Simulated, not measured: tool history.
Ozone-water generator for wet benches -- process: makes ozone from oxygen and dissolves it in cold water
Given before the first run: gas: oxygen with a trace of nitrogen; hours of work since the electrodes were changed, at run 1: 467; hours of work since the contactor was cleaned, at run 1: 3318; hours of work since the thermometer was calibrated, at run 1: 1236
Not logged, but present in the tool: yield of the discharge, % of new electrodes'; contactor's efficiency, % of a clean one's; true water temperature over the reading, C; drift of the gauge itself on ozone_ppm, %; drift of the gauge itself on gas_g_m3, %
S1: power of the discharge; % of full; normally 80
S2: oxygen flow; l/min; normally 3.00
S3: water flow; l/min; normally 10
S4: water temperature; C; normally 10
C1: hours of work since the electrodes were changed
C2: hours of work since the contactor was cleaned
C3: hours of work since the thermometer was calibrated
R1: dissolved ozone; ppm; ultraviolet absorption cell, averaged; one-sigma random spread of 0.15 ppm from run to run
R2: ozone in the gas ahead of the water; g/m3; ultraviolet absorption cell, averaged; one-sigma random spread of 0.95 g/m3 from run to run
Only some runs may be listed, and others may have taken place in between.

| run | hour | S1 | S2 | S3 | S4 | C1 | C2 | C3 | R1 | R2 |
|---|---|---|---|---|---|---|---|---|---|---|
| 1 | 0.0 | 80 | 3.00 | 10 | 10 | 467 | 3318 | 1236 | 16.9 | 159.6 |
| 2 | 54.3 | 80 | 3.00 | 12 | 10 | 507 | 3358 | 1276 | 13.9 | 161.2 |
| 3 | 104.7 | 80 | 3.00 | 10 | 12 | 544 | 3395 | 1314 | 16.4 | 158.7 |
| 4 | 169.2 | 80 | 3.00 | 10 | 10 | 591 | 3443 | 1361 | 16.5 | 158.2 |
| 5 | 218.8 | 80 | 3.00 | 10 | 10 | 628 | 3479 | 1398 | 16.5 | 157.9 |
| 6 | 290.3 | 80 | 3.00 | 13 | 10 | 681 | 3532 | 1450 | 12.8 | 159.5 |
| 7 | 392.8 | 80 | 1.53 | 10 | 10 | 756 | 3608 | 1526 | 15.9 | 237.8 |
| 8 | 463.5 | 80 | 1.53 | 10 | 10 | 809 | 3660 | 1578 | 15.8 | 235.2 |
| 9 | 547.5 | 80 | 1.53 | 10 | 10 | 870 | 3722 | 1640 | 15.8 | 235.0 |
| 10 | 600.0 | 80 | 1.53 | 10 | 10 | 909 | 3760 | 1679 | 15.6 | 232.8 |
| 11 | 664.6 | 80 | 3.00 | 10 | 9 | 957 | 3808 | 1726 | 16.6 | 157.6 |
| 12 | 722.4 | 54 | 3.00 | 10 | 10 | 999 | 3851 | 1769 | 11.5 | 109.2 |
| 13 | 795.1 | 54 | 3.00 | 10 | 10 | 1053 | 3904 | 1823 | 11.6 | 109.2 |
| 14 | 844.3 | 80 | 3.00 | 10 | 10 | 1089 | 3941 | 1859 | 16.3 | 157.3 |
| 15 | 929.8 | 80 | 3.00 | 10 | 10 | 1152 | 4004 | 1922 | 16.2 | 156.5 |
|  | 974.6 | contactor cleaned |
| 16 | 1008.1 | 80 | 3.00 | 10 | 10 | 1207 | 25 | 1977 | 17.3 | 155.9 |
| 17 | 1089.1 | 80 | 3.00 | 10 | 10 | 1267 | 84 | 2037 | 17.2 | 154.9 |
| 18 | 1142.1 | 42 | 3.00 | 10 | 5 | 1306 | 123 | 2076 | 10.1 | 86.7 |
| 19 | 1254.3 | 48 | 3.00 | 10 | 14 | 1389 | 206 | 2158 | 10.2 | 95.9 |
| 20 | 1350.4 | 57 | 1.58 | 10 | 7 | 1460 | 277 | 2229 | 12.5 | 167.2 |
| 21 | 1415.8 | 57 | 1.58 | 10 | 7 | 1508 | 325 | 2277 | 12.2 | 165.9 |
| 22 | 1503.2 | 57 | 1.58 | 10 | 7 | 1572 | 390 | 2342 | 12.1 | 166.5 |
| 23 | 1561.5 | 57 | 3.34 | 10 | 15 | 1615 | 433 | 2385 | 11.3 | 106.5 |
| 24 | 1653.1 | 50 | 1.65 | 14 | 6 | 1683 | 500 | 2452 | 7.3 | 144.4 |
| 25 | 1739.6 | 80 | 3.00 | 11 | 10 | 1747 | 564 | 2516 | 14.9 | 153.2 |
| 26 | 1832.0 | 80 | 1.86 | 11 | 8 | 1815 | 632 | 2584 | 14.9 | 204.2 |
| 27 | 1891.5 | 80 | 3.00 | 11 | 10 | 1859 | 676 | 2628 | 14.9 | 152.0 |
| 28 | 1969.8 | 80 | 3.00 | 11 | 10 | 1916 | 734 | 2686 | 15.0 | 152.5 |
| 29 | 2037.7 | 80 | 3.00 | 11 | 10 | 1966 | 784 | 2736 | 15.0 | 152.3 |
| 30 | 2083.8 | 47 | 2.77 | 6 | 10 | 2000 | 818 | 2770 | 15.7 | 98.7 |
| 31 | 2173.3 | 47 | 1.62 | 6 | 10 | 2066 | 884 | 2836 | 16.5 | 136.5 |
| 32 | 2238.2 | 80 | 3.41 | 13 | 9 | 2114 | 932 | 2884 | 12.9 | 139.1 |
| 33 | 2315.1 | 80 | 3.41 | 13 | 9 | 2171 | 989 | 2941 | 12.6 | 138.4 |

Pick out some run-to-run changes in R1. Of each, how much would a tool without hidden state show as well, from the settings, what came in and chance, and how much is left for the hidden state and any gauge scatter not in both results compared?
Run 11 -> 12: S1 80 -> 54, S4 9 -> 10. R1 -5.1 ppm: hidden state +0.5, all else -5.6.
Run 13 -> 14: S1 54 -> 80. R1 +4.7 ppm: hidden state -0.7, all else +5.4.
Run 15 -> 16: contactor cleaned. R1 +1.1 ppm: hidden state +0.8, all else +0.3.
Run 17 -> 18: S1 80 -> 42, S4 10 -> 5. R1 -7.1 ppm: hidden state +0.6, all else -7.7.
Run 24 -> 25: S1 50 -> 80, S2 1.65 -> 3.00, S3 14 -> 11, S4 6 -> 10. R1 +7.6 ppm: hidden state -0.8, all else +8.4.
